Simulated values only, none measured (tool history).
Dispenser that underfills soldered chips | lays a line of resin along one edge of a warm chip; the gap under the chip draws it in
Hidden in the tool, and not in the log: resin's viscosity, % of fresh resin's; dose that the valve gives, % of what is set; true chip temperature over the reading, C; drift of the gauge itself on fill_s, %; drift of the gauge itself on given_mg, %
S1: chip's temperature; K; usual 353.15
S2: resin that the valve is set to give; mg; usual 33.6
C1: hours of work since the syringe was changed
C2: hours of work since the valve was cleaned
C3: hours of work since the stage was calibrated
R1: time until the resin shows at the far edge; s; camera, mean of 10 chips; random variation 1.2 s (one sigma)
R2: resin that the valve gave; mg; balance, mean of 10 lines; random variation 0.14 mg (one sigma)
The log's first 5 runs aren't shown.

run   hour      S1    S2  C1   C2   C3     R1     R2
      39.3  -- new syringe of resin
  6   41.1  353.15  31.1   1   41  154  119.7  30.39
  7     47  353.15  33.6   5   45  158  154.6   33.1
  8   53.3  353.15  33.6  10   50  163  214.2  32.59
      54.3  -- new syringe of resin
  9   59.2  353.15  33.6   3   54  167  137.1  32.95
 10     66  368.15  33.6   8   58  171   91.9  32.84
      69.8  -- new syringe of resin
 11   73.3  348.15  33.6   2   63  176  165.9  32.44
 12   82.8  348.15  33.6   9   70  183  267.1  32.42
      85.2  -- new syringe of resin
 13   92.8  348.15  33.6   5   76  189  205.4  32.33
     100.4  -- new syringe of resin
 14  100.4  349.15  33.6   0   81  194  132.3   32.3
 15  107.2  349.15  33.6   5   86  199  185.5  32.04
 16  112.8  349.15  33.3   9   90  203  243.5  31.85
     115.3  -- new syringe of resin
 17  119.6  349.15  33.3   3   94  207  160.9   31.7
 18  125.6  353.15  29.6   7   99  212  181.3  28.08
     130.3  -- new syringe of resin
 19  131.8  353.15  29.6   1  103  216  118.9  28.13
 20  137.1  353.15  41.4   5  106  219  146.2  39.22
 21  141.7  356.15  40.4   8  110  222  158.2  38.13
     143.4  -- dispensing valve cleaned and set on the balance
     146.3  -- new syringe of resin
 22  148.4  356.15  40.4   1    3  226   98.5   40.6

Run 23 comes next. What will it give?
 23   158  353.15  32.3   8  10  233   ?   ?

R1: 189.2 s
R2: 32.12 mg
Without the tool's hidden state the same run would have given R1 115.1 s, R2 32.22 mg.
